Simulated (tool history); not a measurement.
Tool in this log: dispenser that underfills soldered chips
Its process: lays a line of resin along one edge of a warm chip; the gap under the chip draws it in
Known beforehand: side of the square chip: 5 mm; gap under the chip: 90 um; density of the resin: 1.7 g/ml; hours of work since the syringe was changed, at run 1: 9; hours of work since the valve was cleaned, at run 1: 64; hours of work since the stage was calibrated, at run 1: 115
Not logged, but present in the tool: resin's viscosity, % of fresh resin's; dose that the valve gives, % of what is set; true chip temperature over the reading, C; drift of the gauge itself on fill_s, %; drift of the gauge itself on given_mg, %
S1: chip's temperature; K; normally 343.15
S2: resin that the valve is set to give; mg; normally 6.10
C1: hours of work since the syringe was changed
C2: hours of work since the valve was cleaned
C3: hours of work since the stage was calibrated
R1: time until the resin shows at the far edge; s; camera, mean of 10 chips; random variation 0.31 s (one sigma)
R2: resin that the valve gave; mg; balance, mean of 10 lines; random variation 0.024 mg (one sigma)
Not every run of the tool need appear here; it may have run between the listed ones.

Run 1, hour 0.0: usual settings; C1 9; C2 64; C3 115. Result: R1 14.3 s, R2 5.67 mg.
At hour 1.5: new syringe of resin.
Run 2, hour 6.8: usual settings; C1 4; C2 68; C3 119. Result: R1 11.1 s, R2 5.67 mg.
Run 3, hour 14.4: usual settings; C1 9; C2 73; C3 124. Result: R1 14.6 s, R2 5.59 mg.
At hour 16.4: new syringe of resin.
At hour 19.3: dispensing valve cleaned and set on the balance.
Run 4, hour 23.7: usual settings; C1 4; C2 3; C3 129. Result: R1 11.5 s, R2 6.07 mg.
Run 5, hour 28.3: usual settings; C1 7; C2 6; C3 132. Result: R1 13.4 s, R2 6.08 mg.
At hour 32.7: new syringe of resin.
Run 6, hour 36.4: usual settings; C1 2; C2 11; C3 138. Result: R1 10.1 s, R2 6.05 mg.
Run 7, hour 41.8: usual settings; C1 6; C2 15; C3 141. Result: R1 12.4 s, R2 5.99 mg.
At hour 47.9: new syringe of resin.
Run 8, hour 50.1: usual settings; C1 1; C2 20; C3 146. Result: R1 9.7 s, R2 5.94 mg.
Run 9, hour 57.4: usual settings; C1 6; C2 25; C3 151. Result: R1 12.6 s, R2 5.95 mg.
At hour 62.7: new syringe of resin.
Run 10, hour 63.2: usual settings; C1 0; C2 28; C3 155. Result: R1 9.5 s, R2 5.94 mg.
Run 11, hour 71.2: usual settings but S1 347.15 K; C1 6; C2 34; C3 160. Result: R1 10.5 s, R2 5.91 mg.
Run 12, hour 75.1: usual settings but S1 347.15 K, S2 5.90 mg; C1 8; C2 36; C3 163. Result: R1 12.2 s, R2 5.70 mg.
At hour 78.1: new syringe of resin.
Run 13, hour 81.6: usual settings; C1 2; C2 40; C3 167. Result: R1 10.1 s, R2 5.88 mg.
Run 14, hour 90.3: usual settings but S1 339.15 K, S2 7.54 mg; C1 8; C2 46; C3 173. Result: R1 15.9 s, R2 7.22 mg.
At hour 93.1: new syringe of resin.
Run 15, hour 95.8: usual settings but S1 339.15 K, S2 7.54 mg; C1 2; C2 50; C3 176. Result: R1 11.1 s, R2 7.15 mg.
Run 16, hour 104.5: usual settings but S1 350.15 K, S2 6.36 mg; C1 8; C2 55; C3 182. Result: R1 9.8 s, R2 6.02 mg.
At hour 108.4: new syringe of resin.
Run 17, hour 110.1: usual settings but S1 331.15 K, S2 6.74 mg; C1 1; C2 59; C3 185. Result: R1 15.6 s, R2 6.35 mg.
Run 18, hour 114.3: usual settings but S1 331.15 K, S2 6.74 mg; C1 4; C2 62; C3 188. Result: R1 18.0 s, R2 6.31 mg.
Run 19, hour 121.2: usual settings but S2 6.48 mg; C1 8; C2 66; C3 193. Result: R1 14.4 s, R2 6.04 mg.
At hour 123.5: new syringe of resin.
Run 20, hour 126.0: usual settings but S1 339.15 K, S2 5.38 mg; C1 2; C2 69; C3 196. Result: R1 12.4 s, R2 5.01 mg.
Run 21, hour 134.2: usual settings but S1 340.15 K, S2 7.14 mg; C1 7; C2 75; C3 201. Result: R1 14.1 s, R2 6.58 mg.
At hour 136.9: dispensing valve cleaned and set on the balance.
At hour 139.4: new syringe of resin.
Run 22, hour 143.6: usual settings but S1 333.15 K, S2 6.67 mg; C1 3; C2 4; C3 207. Result: R1 15.3 s, R2 6.64 mg.
Run 23, hour 149.4: usual settings but S1 345.15 K, S2 5.38 mg; C1 7; C2 8; C3 210. Result: R1 12.1 s, R2 5.34 mg.
At hour 154.6: new syringe of resin.
Run 24, hour 156.4: usual settings but S1 350.15 K, S2 5.44 mg; C1 1; C2 12; C3 215. Result: R1 6.6 s, R2 5.37 mg.
Run 25, hour 162.9: usual settings but S1 342.15 K, S2 6.45 mg; C1 5; C2 17; C3 219. Result: R1 12.2 s, R2 6.32 mg.

Consider 3 possible next runs. They are alternatives, not a sequence: every one starts from the tool as it was left by run 25. What does each give?
Run A, hour 168.3: usual settings but S1 356.15 K, S2 6.47 mg; C1 9; C2 20; C3 223. Result: R1 ?, R2 ?.
Run B, hour 168.3: usual settings but S1 345.15 K, S2 6.25 mg; C1 9; C2 20; C3 223. Result: R1 ?, R2 ?.
Run C, hour 168.3: usual settings but S1 354.15 K, S2 6.74 mg; C1 9; C2 20; C3 223. Result: R1 ?, R2 ?.

run    R1    R2
  A   8.6  6.37
  B  13.2  6.10
  C  10.0  6.62
Without the tool's hidden state the same runs would have given:
run   R1    R2
  A  5.4  6.50
  B  8.1  6.23
  C  6.5  6.76
